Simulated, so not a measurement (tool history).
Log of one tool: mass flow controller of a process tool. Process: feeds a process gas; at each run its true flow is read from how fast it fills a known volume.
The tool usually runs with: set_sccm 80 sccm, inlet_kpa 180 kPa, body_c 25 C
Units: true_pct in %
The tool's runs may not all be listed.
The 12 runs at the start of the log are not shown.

| run | hour | set_sccm | inlet_kpa | body_c | hours of work since the controller was set to zero | hours of work since the controller was changed | true_pct |
|---|---|---|---|---|---|---|---|
| 13 | 1015.8 | 17 | 232 | 25 | 2283 | 2283 | 99.10 |
| 14 | 1097.9 | 17 | 232 | 25 | 2338 | 2338 | 99.16 |
| 15 | 1192.1 | 17 | 232 | 25 | 2401 | 2401 | 99.06 |
| 16 | 1293.0 | 17 | 232 | 25 | 2468 | 2468 | 99.15 |
| 17 | 1402.3 | 17 | 232 | 25 | 2541 | 2541 | 99.22 |
| 18 | 1524.1 | 17 | 232 | 25 | 2622 | 2622 | 99.10 |
| 19 | 1608.4 | 65 | 212 | 37 | 2678 | 2678 | 99.33 |
| 20 | 1707.5 | 65 | 181 | 32 | 2744 | 2744 | 99.43 |
| 21 | 1781.2 | 63 | 191 | 21 | 2793 | 2793 | 99.85 |
| 22 | 1900.7 | 28 | 183 | 26 | 2873 | 2873 | 99.20 |
| 23 | 1967.6 | 28 | 183 | 26 | 2917 | 2917 | 99.22 |
| 24 | 2056.8 | 10 | 183 | 26 | 2977 | 2977 | 99.11 |
| 25 | 2174.5 | 30 | 184 | 25 | 3055 | 3055 | 99.36 |
| 26 | 2253.3 | 80 | 180 | 33 | 3108 | 3108 | 99.57 |
| 27 | 2323.1 | 46 | 153 | 35 | 3154 | 3154 | 99.28 |
| 28 | 2402.9 | 80 | 146 | 22 | 3207 | 3207 | 100.08 |
| 29 | 2505.0 | 98 | 180 | 25 | 3275 | 3275 | 100.02 |
| 30 | 2580.5 | 90 | 210 | 30 | 3326 | 3326 | 99.84 |
| 31 | 2671.7 | 80 | 180 | 36 | 3387 | 3387 | 99.53 |
| 32 | 2776.9 | 80 | 180 | 36 | 3457 | 3457 | 99.68 |

What does the tool deliver on the next run?
| 33 | 2853.8 | 20 | 191 | 38 | 3508 | 3508 | ? |

{"run 33": {"true_pct": 98.97}}
Without the tool's hidden state the same run would have given true_pct 98.96 %.
